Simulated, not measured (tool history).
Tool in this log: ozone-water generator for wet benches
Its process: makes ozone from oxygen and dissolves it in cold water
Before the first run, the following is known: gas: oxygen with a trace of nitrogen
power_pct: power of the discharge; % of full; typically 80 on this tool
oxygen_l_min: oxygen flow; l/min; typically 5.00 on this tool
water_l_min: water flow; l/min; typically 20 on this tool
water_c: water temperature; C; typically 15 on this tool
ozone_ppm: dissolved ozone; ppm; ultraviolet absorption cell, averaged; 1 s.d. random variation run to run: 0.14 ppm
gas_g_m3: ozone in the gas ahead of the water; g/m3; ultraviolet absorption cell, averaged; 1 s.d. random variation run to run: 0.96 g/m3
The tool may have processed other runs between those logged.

Run 1, hour 0.0: usual settings. Result: ozone_ppm 17.2 ppm, gas_g_m3 164.5 g/m3.
Run 2, hour 46.6: usual settings. Result: ozone_ppm 17.3 ppm, gas_g_m3 165.8 g/m3.
Run 3, hour 91.1: usual settings but oxygen_l_min 7.87 l/min. Result: ozone_ppm 16.2 ppm, gas_g_m3 120.9 g/m3.
Run 4, hour 131.8: usual settings but oxygen_l_min 7.87 l/min. Result: ozone_ppm 16.1 ppm, gas_g_m3 120.3 g/m3.
Run 5, hour 166.4: usual settings but water_c 12 C. Result: ozone_ppm 17.8 ppm, gas_g_m3 164.4 g/m3.
Run 6, hour 200.3: usual settings but water_c 12 C. Result: ozone_ppm 17.7 ppm, gas_g_m3 163.6 g/m3.
At hour 205.1: water thermometer calibrated.
Run 7, hour 254.2: usual settings but oxygen_l_min 7.24 l/min. Result: ozone_ppm 16.0 ppm, gas_g_m3 128.1 g/m3.
Run 8, hour 279.2: usual settings but oxygen_l_min 7.24 l/min. Result: ozone_ppm 16.4 ppm, gas_g_m3 127.6 g/m3.
Run 9, hour 335.4: usual settings but oxygen_l_min 7.24 l/min, water_l_min 30 l/min. Result: ozone_ppm 11.6 ppm, gas_g_m3 127.9 g/m3.

What will run 10 give?
Run 10, hour 359.5: usual settings but power_pct 50 % of full, oxygen_l_min 3.93 l/min, water_l_min 26 l/min, water_c 12 C. Result: ozone_ppm ?, gas_g_m3 ?.

{"run 10": {"ozone_ppm": 9.9, "gas_g_m3": 137.9}}
If the tool had no hidden condition, the same run with the same run-to-run variation would have returned ozone_ppm 10.1 ppm, gas_g_m3 137.5 g/m3.
